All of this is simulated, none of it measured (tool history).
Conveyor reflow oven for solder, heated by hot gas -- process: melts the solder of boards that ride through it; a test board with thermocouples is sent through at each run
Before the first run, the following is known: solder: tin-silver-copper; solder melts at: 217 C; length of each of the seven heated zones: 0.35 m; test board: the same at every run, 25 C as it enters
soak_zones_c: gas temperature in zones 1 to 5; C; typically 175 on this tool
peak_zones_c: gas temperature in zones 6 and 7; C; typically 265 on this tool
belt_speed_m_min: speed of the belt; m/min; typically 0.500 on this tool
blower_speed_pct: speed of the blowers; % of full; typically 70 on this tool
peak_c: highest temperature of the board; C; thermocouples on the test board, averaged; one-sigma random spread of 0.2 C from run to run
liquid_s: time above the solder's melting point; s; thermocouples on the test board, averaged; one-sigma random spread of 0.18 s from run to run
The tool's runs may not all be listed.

{"run": 1, "hour": 0.0, "soak_zones_c": 175, "peak_zones_c": 265, "belt_speed_m_min": 0.5, "blower_speed_pct": 70, "peak_c": 254.0, "liquid_s": 66.7}
{"run": 2, "hour": 9.0, "soak_zones_c": 175, "peak_zones_c": 265, "belt_speed_m_min": 0.5, "blower_speed_pct": 70, "peak_c": 253.7, "liquid_s": 66.4}
{"run": 3, "hour": 17.0, "soak_zones_c": 175, "peak_zones_c": 265, "belt_speed_m_min": 0.5, "blower_speed_pct": 70, "peak_c": 254.3, "liquid_s": 66.3}
{"run": 4, "hour": 25.9, "soak_zones_c": 175, "peak_zones_c": 265, "belt_speed_m_min": 0.5, "blower_speed_pct": 70, "peak_c": 254.1, "liquid_s": 66.3}
{"run": 5, "hour": 30.9, "soak_zones_c": 172, "peak_zones_c": 265, "belt_speed_m_min": 0.5, "blower_speed_pct": 70, "peak_c": 253.6, "liquid_s": 65.3}
{"run": 6, "hour": 40.8, "soak_zones_c": 172, "peak_zones_c": 265, "belt_speed_m_min": 0.5, "blower_speed_pct": 70, "peak_c": 253.7, "liquid_s": 65.2}
{"run": 7, "hour": 45.5, "soak_zones_c": 172, "peak_zones_c": 265, "belt_speed_m_min": 0.5, "blower_speed_pct": 70, "peak_c": 253.6, "liquid_s": 64.8}
{"run": 8, "hour": 50.7, "soak_zones_c": 172, "peak_zones_c": 265, "belt_speed_m_min": 0.5, "blower_speed_pct": 70, "peak_c": 253.5, "liquid_s": 64.7}
{"run": 9, "hour": 56.1, "soak_zones_c": 172, "peak_zones_c": 265, "belt_speed_m_min": 0.5, "blower_speed_pct": 70, "peak_c": 253.7, "liquid_s": 65.1}
{"run": 10, "hour": 63.2, "soak_zones_c": 172, "peak_zones_c": 265, "belt_speed_m_min": 0.5, "blower_speed_pct": 70, "peak_c": 253.2, "liquid_s": 64.7}
{"run": 11, "hour": 70.7, "soak_zones_c": 166, "peak_zones_c": 259, "belt_speed_m_min": 0.492, "blower_speed_pct": 70, "peak_c": 247.6, "liquid_s": 59.2}
{"hour": 76.6, "done": "flux residue cleaned out of gas plates and filters"}
{"run": 12, "hour": 81.7, "soak_zones_c": 166, "peak_zones_c": 259, "belt_speed_m_min": 0.492, "blower_speed_pct": 70, "peak_c": 248.6, "liquid_s": 60.4}
{"run": 13, "hour": 88.2, "soak_zones_c": 166, "peak_zones_c": 259, "belt_speed_m_min": 0.492, "blower_speed_pct": 70, "peak_c": 248.7, "liquid_s": 60.5}
{"run": 14, "hour": 98.4, "soak_zones_c": 189, "peak_zones_c": 256, "belt_speed_m_min": 0.431, "blower_speed_pct": 57, "peak_c": 249.4, "liquid_s": 82.1}
{"run": 15, "hour": 105.2, "soak_zones_c": 173, "peak_zones_c": 275, "belt_speed_m_min": 0.41, "blower_speed_pct": 78, "peak_c": 269.1, "liquid_s": 92.3}
{"run": 16, "hour": 114.7, "soak_zones_c": 175, "peak_zones_c": 258, "belt_speed_m_min": 0.5, "blower_speed_pct": 85, "peak_c": 250.0, "liquid_s": 64.5}
{"run": 17, "hour": 120.4, "soak_zones_c": 175, "peak_zones_c": 265, "belt_speed_m_min": 0.453, "blower_speed_pct": 65, "peak_c": 256.2, "liquid_s": 76.1}
{"run": 18, "hour": 129.9, "soak_zones_c": 175, "peak_zones_c": 265, "belt_speed_m_min": 0.578, "blower_speed_pct": 73, "peak_c": 251.5, "liquid_s": 54.8}

Alternative continuations, all from the tool just after run 18; predict every row:
{"run": "A", "hour": 139.5, "soak_zones_c": 184, "peak_zones_c": 265, "belt_speed_m_min": 0.578, "blower_speed_pct": 73, "peak_c": "?", "liquid_s": "?"}
{"run": "B", "hour": 139.5, "soak_zones_c": 175, "peak_zones_c": 254, "belt_speed_m_min": 0.433, "blower_speed_pct": 70, "peak_c": "?", "liquid_s": "?"}
{"run": "C", "hour": 139.5, "soak_zones_c": 190, "peak_zones_c": 279, "belt_speed_m_min": 0.5, "blower_speed_pct": 72, "peak_c": "?", "liquid_s": "?"}

run=A peak_c=252.7 liquid_s=59.2
run=B peak_c=247.4 liquid_s=74.0
run=C peak_c=269.7 liquid_s=81.2
Stripped of hidden state, with their random variation kept, the same runs would have yielded:
run=A peak_c=252.3 liquid_s=58.5
run=B peak_c=247.0 liquid_s=73.1
run=C peak_c=269.4 liquid_s=80.4
